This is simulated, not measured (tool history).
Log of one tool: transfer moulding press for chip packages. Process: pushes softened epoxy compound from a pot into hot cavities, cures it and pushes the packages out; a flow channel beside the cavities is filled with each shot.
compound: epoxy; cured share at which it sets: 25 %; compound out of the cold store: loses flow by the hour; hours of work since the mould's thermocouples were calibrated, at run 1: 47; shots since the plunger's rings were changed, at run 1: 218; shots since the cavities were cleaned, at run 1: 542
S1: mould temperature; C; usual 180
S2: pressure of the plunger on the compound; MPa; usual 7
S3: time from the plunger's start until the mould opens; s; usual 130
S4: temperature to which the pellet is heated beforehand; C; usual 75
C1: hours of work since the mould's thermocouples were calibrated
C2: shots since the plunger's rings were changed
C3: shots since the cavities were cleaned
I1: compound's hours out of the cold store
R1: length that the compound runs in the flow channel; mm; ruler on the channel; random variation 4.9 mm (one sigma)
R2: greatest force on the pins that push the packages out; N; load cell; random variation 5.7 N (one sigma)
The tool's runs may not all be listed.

| run | hour | S1 | S2 | S3 | S4 | C1 | C2 | C3 | I1 | R1 | R2 |
|---|---|---|---|---|---|---|---|---|---|---|---|
| 1 | 0 | 180 | 7 | 130 | 75 | 47 | 218 | 542 | 33.8 | 885 | 340 |
|  | 18.9 | cavities cleaned with cleaning compound and waxed |
| 2 | 61.3 | 180 | 7 | 130 | 75 | 85 | 786 | 403 | 38.2 | 852 | 340 |
|  | 91 | cavities cleaned with cleaning compound and waxed |
| 3 | 107.6 | 177 | 7 | 130 | 75 | 114 | 1210 | 156 | 44.3 | 813 | 285 |
|  | 161.6 | cavities cleaned with cleaning compound and waxed |
| 4 | 175.4 | 177 | 7 | 130 | 75 | 156 | 1840 | 131 | 38.8 | 838 | 285 |
| 5 | 207.4 | 180 | 7 | 130 | 75 | 176 | 2143 | 434 | 29.5 | 904 | 363 |
|  | 232.2 | cavities cleaned with cleaning compound and waxed |
| 6 | 277.4 | 180 | 7 | 133 | 75 | 220 | 2793 | 429 | 8.7 | 1024 | 346 |
|  | 305.8 | cavities cleaned with cleaning compound and waxed |
| 7 | 348.8 | 180 | 7 | 130 | 75 | 265 | 3457 | 408 | 34.9 | 849 | 317 |
|  | 379.8 | cavities cleaned with cleaning compound and waxed |
| 8 | 392 | 180 | 7 | 130 | 75 | 291 | 3852 | 116 | 41.5 | 801 | 248 |
| 9 | 430.3 | 176 | 7 | 130 | 75 | 315 | 4215 | 479 | 46.6 | 780 | 375 |
|  | 454.7 | cavities cleaned with cleaning compound and waxed |
| 10 | 506.3 | 180 | 7 | 130 | 75 | 363 | 4922 | 490 | 29.7 | 855 | 346 |
|  | 522.5 | plunger's sealing rings changed |
|  | 528.5 | cavities cleaned with cleaning compound and waxed |
| 11 | 568.5 | 180 | 7 | 130 | 75 | 400 | 422 | 380 | 20.6 | 971 | 329 |
|  | 601.6 | cavities cleaned with cleaning compound and waxed |
| 12 | 604 | 180 | 7 | 130 | 75 | 422 | 744 | 22 | 44.2 | 828 | 208 |
|  | 675.9 | cavities cleaned with cleaning compound and waxed |
| 13 | 675.9 | 180 | 7 | 168 | 75 | 466 | 1412 | 0 | 34.8 | 879 | 196 |
|  | 747.1 | cavities cleaned with cleaning compound and waxed |
| 14 | 747.1 | 180 | 8.47 | 130 | 75 | 511 | 2074 | 0 | 19 | 1056 | 205 |
|  | 820.1 | cavities cleaned with cleaning compound and waxed |
| 15 | 820.1 | 177 | 5.73 | 130 | 81 | 556 | 2752 | 0 | 28.3 | 813 | 213 |
| 16 | 876.7 | 181 | 7 | 125 | 75 | 592 | 3289 | 537 | 20.6 | 931 | 364 |
|  | 893.3 | cavities cleaned with cleaning compound and waxed |
| 17 | 917.7 | 181 | 7.84 | 125 | 75 | 617 | 3664 | 232 | 12.2 | 1039 | 307 |
|  | 967.6 | cavities cleaned with cleaning compound and waxed |
| 18 | 973.3 | 187 | 6.86 | 160 | 71 | 652 | 4177 | 55 | 10.3 | 971 | 209 |
| 19 | 1004.5 | 180 | 5.3 | 163 | 83 | 672 | 4472 | 350 | 11.5 | 853 | 302 |
|  | 1041.6 | cavities cleaned with cleaning compound and waxed |
| 20 | 1043 | 180 | 8.48 | 123 | 75 | 695 | 4824 | 14 | 22.4 | 1004 | 222 |
|  | 1073.2 | plunger's sealing rings changed |
| 21 | 1106.2 | 185 | 5.72 | 123 | 75 | 734 | 314 | 590 | 29.3 | 826 | 348 |
|  | 1117.2 | cavities cleaned with cleaning compound and waxed |
| 22 | 1171.7 | 185 | 5.72 | 123 | 75 | 775 | 921 | 517 | 21.7 | 863 | 341 |
|  | 1191.8 | cavities cleaned with cleaning compound and waxed |
| 23 | 1213.5 | 185 | 5.72 | 164 | 75 | 800 | 1303 | 206 | 26.9 | 821 | 267 |
|  | 1263.2 | cavities cleaned with cleaning compound and waxed |
|  | 1272.1 | mould's thermocouples calibrated |
| 24 | 1289.6 | 185 | 5.44 | 164 | 83 | 11 | 1992 | 232 | 30.5 | 778 | 265 |
| 25 | 1324.8 | 181 | 7 | 133 | 78 | 34 | 2325 | 565 | 9.3 | 1010 | 367 |

The next listed run, before its measurement:
|  | 1340.9 | cavities cleaned with cleaning compound and waxed |
| 26 | 1357.2 | 180 | 7.62 | 130 | 75 | 53 | 2619 | 155 | 13.3 | ? | ? |

R1: 1022 mm
R2: 263 N
Without the tool's hidden state the same run would have given R1 1061 mm, R2 204 N.
